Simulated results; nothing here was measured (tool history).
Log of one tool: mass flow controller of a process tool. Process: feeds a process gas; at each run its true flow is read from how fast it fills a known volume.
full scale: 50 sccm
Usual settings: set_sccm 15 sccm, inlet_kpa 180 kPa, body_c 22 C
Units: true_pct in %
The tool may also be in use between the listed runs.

run 1 hour=0.0 | set_sccm=15 inlet_kpa=180 body_c=22 | true_pct=98.96
run 2 hour=395.9 | set_sccm=15 inlet_kpa=180 body_c=22 | true_pct=99.04
run 3 hour=747.0 | set_sccm=15 inlet_kpa=167 body_c=22 | true_pct=99.07
run 4 hour=1142.0 | set_sccm=15 inlet_kpa=167 body_c=22 | true_pct=99.03
run 5 hour=1329.6 | set_sccm=15 inlet_kpa=167 body_c=22 | true_pct=99.16
run 6 hour=1513.3 | set_sccm=15 inlet_kpa=167 body_c=22 | true_pct=99.12
run 7 hour=1735.0 | set_sccm=15 inlet_kpa=180 body_c=35 | true_pct=99.25
run 8 hour=2064.7 | set_sccm=15 inlet_kpa=180 body_c=35 | true_pct=99.29
run 9 hour=2479.3 | set_sccm=15 inlet_kpa=180 body_c=22 | true_pct=98.92
-- hour=2509.0 controller's zero set anew
run 10 hour=2804.5 | set_sccm=15 inlet_kpa=226 body_c=22 | true_pct=99.19
run 11 hour=3132.5 | set_sccm=15 inlet_kpa=226 body_c=22 | true_pct=99.27
run 12 hour=3376.6 | set_sccm=15 inlet_kpa=226 body_c=22 | true_pct=99.36
run 13 hour=3618.3 | set_sccm=15 inlet_kpa=226 body_c=22 | true_pct=99.25
run 14 hour=3831.1 | set_sccm=12 inlet_kpa=168 body_c=21 | true_pct=99.83
run 15 hour=4045.4 | set_sccm=15 inlet_kpa=177 body_c=22 | true_pct=99.53
run 16 hour=4232.3 | set_sccm=37 inlet_kpa=180 body_c=34 | true_pct=99.62
run 17 hour=4533.1 | set_sccm=26 inlet_kpa=180 body_c=36 | true_pct=99.53
-- hour=4871.2 controller's zero set anew, once more
run 18 hour=4871.2 | set_sccm=26 inlet_kpa=180 body_c=36 | true_pct=98.54
run 19 hour=5281.1 | set_sccm=8 inlet_kpa=180 body_c=36 | true_pct=98.11
run 20 hour=5507.1 | set_sccm=8 inlet_kpa=180 body_c=36 | true_pct=98.22
run 21 hour=5787.6 | set_sccm=48 inlet_kpa=197 body_c=36 | true_pct=99.18
run 22 hour=6005.3 | set_sccm=15 inlet_kpa=180 body_c=26 | true_pct=98.00
run 23 hour=6202.0 | set_sccm=15 inlet_kpa=202 body_c=26 | true_pct=97.94
run 24 hour=6607.0 | set_sccm=15 inlet_kpa=202 body_c=26 | true_pct=97.91
run 25 hour=6953.7 | set_sccm=14 inlet_kpa=180 body_c=22 | true_pct=98.03
run 26 hour=7151.7 | set_sccm=14 inlet_kpa=180 body_c=22 | true_pct=98.17

The same runs without the tool's hidden state, with the same run-to-run variation:
The hidden state here: flow at rest that the sensor doesn't see, % of full scale; true flow over the shown one, %; drift of the gauge itself on true_pct, %.
run=1 true_pct=98.98
run=2 true_pct=99.03
run=3 true_pct=99.04
run=4 true_pct=98.98
run=5 true_pct=99.10
run=6 true_pct=99.06
run=7 true_pct=99.17
run=8 true_pct=99.19
run=9 true_pct=98.80
run=10 true_pct=98.65
run=11 true_pct=98.71
run=12 true_pct=98.80
run=13 true_pct=98.68
run=14 true_pct=98.86
run=15 true_pct=98.93
run=16 true_pct=99.96
run=17 true_pct=99.60
run=18 true_pct=99.59
run=19 true_pct=99.04
run=20 true_pct=99.10
run=21 true_pct=100.28
run=22 true_pct=98.96
run=23 true_pct=98.89
run=24 true_pct=98.84
run=25 true_pct=98.90
run=26 true_pct=99.03

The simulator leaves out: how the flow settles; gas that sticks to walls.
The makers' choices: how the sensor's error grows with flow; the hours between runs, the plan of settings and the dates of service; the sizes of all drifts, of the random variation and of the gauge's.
